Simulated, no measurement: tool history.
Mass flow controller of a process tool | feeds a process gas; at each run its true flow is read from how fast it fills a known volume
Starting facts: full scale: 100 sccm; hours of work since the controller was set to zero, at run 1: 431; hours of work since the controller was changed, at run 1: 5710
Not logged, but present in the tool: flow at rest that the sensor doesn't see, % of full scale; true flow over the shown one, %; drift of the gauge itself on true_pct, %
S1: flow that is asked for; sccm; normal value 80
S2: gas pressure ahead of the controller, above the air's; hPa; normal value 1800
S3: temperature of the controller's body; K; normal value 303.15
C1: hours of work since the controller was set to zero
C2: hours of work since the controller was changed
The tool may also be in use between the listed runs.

run 1 day=0.000 | S1=80 S2=1800 S3=303.15 | C1=431 C2=5710 | true_flow_(%)=103.16
run 2 day=14.300 | S1=80 S2=1800 S3=303.15 | C1=662 C2=5941 | true_flow_(%)=103.16
run 3 day=27.938 | S1=80 S2=1800 S3=303.15 | C1=882 C2=6161 | true_flow_(%)=103.45
-- day=40.175 controller exchanged for a calibrated one
run 4 day=43.300 | S1=80 S2=1800 S3=303.15 | C1=50 C2=50 | true_flow_(%)=99.07
run 5 day=57.133 | S1=80 S2=1800 S3=300.15 | C1=273 C2=273 | true_flow_(%)=99.45
run 6 day=66.058 | S1=80 S2=1800 S3=303.15 | C1=417 C2=417 | true_flow_(%)=99.26
run 7 day=79.729 | S1=80 S2=1800 S3=303.15 | C1=638 C2=638 | true_flow_(%)=99.39
run 8 day=93.354 | S1=80 S2=1800 S3=303.15 | C1=857 C2=857 | true_flow_(%)=99.55
run 9 day=108.162 | S1=80 S2=1800 S3=303.15 | C1=1096 C2=1096 | true_flow_(%)=99.57
run 10 day=123.100 | S1=80 S2=1800 S3=303.15 | C1=1337 C2=1337 | true_flow_(%)=99.79
run 11 day=132.362 | S1=11 S2=1800 S3=303.15 | C1=1486 C2=1486 | true_flow_(%)=96.07
run 12 day=142.321 | S1=80 S2=1840 S3=303.15 | C1=1647 C2=1647 | true_flow_(%)=99.80
run 13 day=156.708 | S1=80 S2=2100 S3=303.15 | C1=1878 C2=1878 | true_flow_(%)=99.88
run 14 day=171.529 | S1=80 S2=2100 S3=303.15 | C1=2117 C2=2117 | true_flow_(%)=99.90
run 15 day=186.646 | S1=80 S2=1800 S3=303.15 | C1=2361 C2=2361 | true_flow_(%)=100.24
run 16 day=202.975 | S1=80 S2=1800 S3=295.15 | C1=2624 C2=2624 | true_flow_(%)=101.06
run 17 day=211.600 | S1=80 S2=1800 S3=295.15 | C1=2763 C2=2763 | true_flow_(%)=101.05
run 18 day=222.642 | S1=80 S2=2140 S3=303.15 | C1=2941 C2=2941 | true_flow_(%)=100.34
run 19 day=238.388 | S1=80 S2=2140 S3=303.15 | C1=3195 C2=3195 | true_flow_(%)=100.52
run 20 day=247.546 | S1=80 S2=2140 S3=298.15 | C1=3343 C2=3343 | true_flow_(%)=100.99
run 21 day=263.183 | S1=80 S2=2140 S3=295.15 | C1=3595 C2=3595 | true_flow_(%)=101.29
run 22 day=279.571 | S1=80 S2=2140 S3=295.15 | C1=3859 C2=3859 | true_flow_(%)=101.47
run 23 day=293.154 | S1=80 S2=2140 S3=295.15 | C1=4078 C2=4078 | true_flow_(%)=101.44
run 24 day=300.212 | S1=80 S2=2140 S3=295.15 | C1=4192 C2=4192 | true_flow_(%)=101.71
-- day=301.446 controller's zero set anew
run 25 day=307.000 | S1=15 S2=1800 S3=294.15 | C1=90 C2=4301 | true_flow_(%)=92.76
run 26 day=319.958 | S1=15 S2=1800 S3=298.15 | C1=298 C2=4510 | true_flow_(%)=92.18
run 27 day=335.842 | S1=80 S2=2430 S3=303.15 | C1=554 C2=4766 | true_flow_(%)=100.38
run 28 day=350.392 | S1=80 S2=2430 S3=303.15 | C1=789 C2=5000 | true_flow_(%)=100.49
run 29 day=359.008 | S1=53 S2=2430 S3=303.15 | C1=928 C2=5139 | true_flow_(%)=99.12
run 30 day=369.317 | S1=42 S2=1710 S3=303.15 | C1=1094 C2=5305 | true_flow_(%)=98.55
run 31 day=381.712 | S1=73 S2=2170 S3=312.15 | C1=1294 C2=5505 | true_flow_(%)=99.72
-- day=388.433 controller's zero set anew, once more
run 32 day=389.612 | S1=45 S2=1820 S3=305.15 | C1=19 C2=5632 | true_flow_(%)=102.06
run 33 day=403.962 | S1=16 S2=2730 S3=305.15 | C1=250 C2=5863 | true_flow_(%)=100.88
run 34 day=411.508 | S1=16 S2=2730 S3=305.15 | C1=372 C2=5985 | true_flow_(%)=100.90
run 35 day=425.200 | S1=16 S2=2730 S3=305.15 | C1=593 C2=6206 | true_flow_(%)=100.82
-- day=434.071 controller exchanged for a calibrated one
run 36 day=440.450 | S1=35 S2=1800 S3=304.15 | C1=103 C2=103 | true_flow_(%)=97.97
run 37 day=448.675 | S1=15 S2=2260 S3=298.15 | C1=235 C2=235 | true_flow_(%)=97.72
run 38 day=461.079 | S1=50 S2=2540 S3=310.15 | C1=435 C2=435 | true_flow_(%)=97.52
run 39 day=474.392 | S1=11 S2=2160 S3=310.15 | C1=650 C2=650 | true_flow_(%)=96.18
run 40 day=487.462 | S1=80 S2=2660 S3=311.15 | C1=861 C2=861 | true_flow_(%)=98.43
run 41 day=494.579 | S1=26 S2=1460 S3=311.15 | C1=975 C2=975 | true_flow_(%)=97.40
run 42 day=509.308 | S1=40 S2=1730 S3=308.15 | C1=1213 C2=1213 | true_flow_(%)=98.22
run 43 day=516.425 | S1=64 S2=1800 S3=294.15 | C1=1328 C2=1328 | true_flow_(%)=100.20
run 44 day=524.975 | S1=64 S2=1800 S3=296.15 | C1=1465 C2=1465 | true_flow_(%)=99.94
run 45 day=541.083 | S1=29 S2=1640 S3=310.15 | C1=1725 C2=1725 | true_flow_(%)=97.69

Here are 5 independent what-if runs from the current tool condition. What would each one return?
run A day=556.767 | S1=29 S2=2000 S3=310.15 | C1=1978 C2=1978 | true_flow_(%)=?
run B day=556.767 | S1=50 S2=1800 S3=296.15 | C1=1978 C2=1978 | true_flow_(%)=?
run C day=556.767 | S1=29 S2=1930 S3=310.15 | C1=1978 C2=1978 | true_flow_(%)=?
run D day=556.767 | S1=18 S2=2580 S3=310.15 | C1=1978 C2=1978 | true_flow_(%)=?
run E day=556.767 | S1=29 S2=2450 S3=298.15 | C1=1978 C2=1978 | true_flow_(%)=?

run=A true_flow_(%)=97.48
run=B true_flow_(%)=99.68
run=C true_flow_(%)=97.46
run=D true_flow_(%)=96.06
run=E true_flow_(%)=98.22
Without the tool's hidden state the same runs would have given:
run=A true_flow_(%)=97.55
run=B true_flow_(%)=99.19
run=C true_flow_(%)=97.53
run=D true_flow_(%)=96.97
run=E true_flow_(%)=98.30
